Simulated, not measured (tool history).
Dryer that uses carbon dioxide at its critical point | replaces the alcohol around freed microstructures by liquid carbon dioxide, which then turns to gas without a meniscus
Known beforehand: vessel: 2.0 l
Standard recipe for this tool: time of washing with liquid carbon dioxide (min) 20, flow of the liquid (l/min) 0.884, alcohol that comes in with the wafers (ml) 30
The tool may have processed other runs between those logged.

| run | hour | time of washing with liquid carbon dioxide (min) | flow of the liquid (l/min) | alcohol that comes in with the wafers (ml) | alcohol left in the vessel before it's heated (ppm by volume) |
|---|---|---|---|---|---|
| 1 | 0.0 | 20 | 0.884 | 30 | 81 |
| 2 | 23.7 | 20 | 0.884 | 30 | 98 |
| 3 | 63.5 | 20 | 0.884 | 30 | 109 |
| 4 | 82.9 | 20 | 0.884 | 21 | 111 |
| 5 | 114.9 | 20 | 0.884 | 21 | 115 |
| 6 | 148.9 | 20 | 0.884 | 30 | 133 |
| 7 | 170.8 | 20 | 0.884 | 30 | 140 |
| 8 | 204.9 | 20 | 0.884 | 30 | 140 |
| 9 | 230.6 | 20 | 0.884 | 30 | 151 |
| 10 | 249.2 | 20 | 0.884 | 30 | 169 |
| 11 | 275.1 | 20 | 0.884 | 30 | 175 |
| 12 | 309.4 | 20 | 0.884 | 30 | 181 |
| 13 | 332.8 | 20 | 0.884 | 30 | 186 |
| 14 | 371.8 | 20 | 0.884 | 30 | 198 |
| 15 | 410.0 | 20 | 0.884 | 30 | 224 |
| 16 | 432.6 | 19 | 0.884 | 30 | 225 |
| 17 | 469.0 | 20 | 1.251 | 30 | 223 |
| 18 | 505.8 | 20 | 1.251 | 30 | 242 |
|  | 508.6 | inlet filter changed |
| 19 | 536.1 | 20 | 1.251 | 30 | 244 |
| 20 | 570.9 | 20 | 1.251 | 30 | 265 |
|  | 607.2 | purifier's bed changed |
| 21 | 608.1 | 20 | 1.251 | 30 | 6 |
| 22 | 625.4 | 30 | 0.884 | 30 | 12 |
| 23 | 654.5 | 30 | 0.637 | 40 | 28 |
| 24 | 671.6 | 25 | 0.543 | 84 | 130 |
| 25 | 704.5 | 23 | 0.768 | 53 | 50 |
| 26 | 723.9 | 25 | 1.057 | 30 | 40 |
| 27 | 755.0 | 13 | 1.057 | 30 | 102 |
| 28 | 785.5 | 20 | 0.884 | 46 | 74 |
| 29 | 814.5 | 29 | 1.335 | 32 | 79 |
| 30 | 841.4 | 29 | 1.335 | 62 | 75 |
| 31 | 876.5 | 29 | 1.315 | 26 | 80 |
| 32 | 914.6 | 32 | 0.884 | 87 | 103 |
| 33 | 937.7 | 17 | 0.549 | 39 | 444 |
| 34 | 965.5 | 30 | 1.178 | 22 | 123 |
| 35 | 984.7 | 15 | 0.884 | 42 | 199 |
| 36 | 1013.7 | 15 | 0.884 | 42 | 220 |
| 37 | 1035.9 | 24 | 0.884 | 49 | 144 |
| 38 | 1075.8 | 24 | 0.884 | 49 | 157 |
| 39 | 1096.6 | 20 | 1.098 | 30 | 172 |
| 40 | 1136.4 | 13 | 1.326 | 58 | 202 |
| 41 | 1175.4 | 13 | 1.326 | 58 | 217 |
| 42 | 1191.7 | 13 | 1.326 | 58 | 231 |
| 43 | 1223.7 | 13 | 1.326 | 58 | 226 |

Subtracting, for every run, the result it would have given without the tool's unlogged condition from the measured result gives the following. The same run-to-run variation enters both numbers; the gauge's scatter may not:
Unlogged tool condition in this case: flow that reaches the vessel past the clogged filter, %; alcohol in the recycled carbon dioxide, ppm; drift of the gauge itself on alcohol_ppm, %.
| run | alcohol left in the vessel before it's heated (ppm by volume) |
|---|---|
| 1 | +72 |
| 2 | +81 |
| 3 | +94 |
| 4 | +98 |
| 5 | +108 |
| 6 | +121 |
| 7 | +128 |
| 8 | +136 |
| 9 | +149 |
| 10 | +154 |
| 11 | +163 |
| 12 | +172 |
| 13 | +180 |
| 14 | +190 |
| 15 | +204 |
| 16 | +210 |
| 17 | +218 |
| 18 | +233 |
| 19 | +240 |
| 20 | +255 |
| 21 | +1 |
| 22 | +6 |
| 23 | +16 |
| 24 | +29 |
| 25 | +33 |
| 26 | +39 |
| 27 | +54 |
| 28 | +59 |
| 29 | +68 |
| 30 | +75 |
| 31 | +80 |
| 32 | +95 |
| 33 | +149 |
| 34 | +112 |
| 35 | +135 |
| 36 | +148 |
| 37 | +138 |
| 38 | +150 |
| 39 | +159 |
| 40 | +173 |
| 41 | +193 |
| 42 | +199 |
| 43 | +209 |
